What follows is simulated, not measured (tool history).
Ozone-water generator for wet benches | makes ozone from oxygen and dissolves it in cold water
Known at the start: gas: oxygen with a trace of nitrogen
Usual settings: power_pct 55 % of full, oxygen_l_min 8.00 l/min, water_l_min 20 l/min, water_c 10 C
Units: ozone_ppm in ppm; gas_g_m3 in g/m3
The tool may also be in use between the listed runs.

run    hour  power_pct  oxygen_l_min  water_l_min  water_c  ozone_ppm  gas_g_m3
  1     0.0         55          8.00           20       10       29.9     185.9
  2    59.1         55          8.00           20       10       29.8     184.1
  3   130.8         55          8.00           20       10       29.7     181.9
  4   178.4         55          8.00           20       10       29.7     181.8
  5   224.6         55          8.00           20       10       29.5     180.9
  6   275.2         55          8.00           20       10       29.5     182.1
  7   344.7         55          8.00           20       10       29.4     181.5
  8   405.5         55          8.00           20       10       29.1     181.4
  9   458.1         55          8.00           20       12       28.5     181.5
 10   521.9         55          8.00           20       12       28.3     181.4
 11   552.3         55          8.00           20       12       28.5     181.8
 12   613.7         55          8.00           20       12       28.4     179.3
 13   654.5         52          8.00           20       10       27.8     172.2
 14   702.3         55          8.00           20       10       29.2     179.3
 15   749.2         55          8.00           20       10       29.0     178.8
 16   802.8         55          7.84           20        6       30.8     180.6
      808.3  -- water thermometer calibrated
 17   865.4         59          9.78           20        6       31.6     166.6
 18   924.0         86          8.76           28        6       32.0     239.2
 19   975.4         63         10.13           12       10       42.7     174.1
 20  1023.4         65          9.81           20       11       31.4     180.3
     1083.8  -- water thermometer calibrated, once more
 21  1083.8         55         11.98           20       10       27.5     140.8
 22  1120.8         44         11.98           23       13       19.6     118.9
 23  1150.9         68         11.69           14        5       45.0     168.0
 24  1213.2         68         11.69           14        5       44.4     167.2
 25  1275.7         47          7.69           20       10       25.0     158.7

Run 26 comes next. What will it give?
 26  1340.8         47          7.69           20       10          ?         ?

ozone_ppm: 25.2 ppm
gas_g_m3: 160.1 g/m3
Without the tool's hidden state the same run would have given ozone_ppm 27.6 ppm, gas_g_m3 167.6 g/m3.
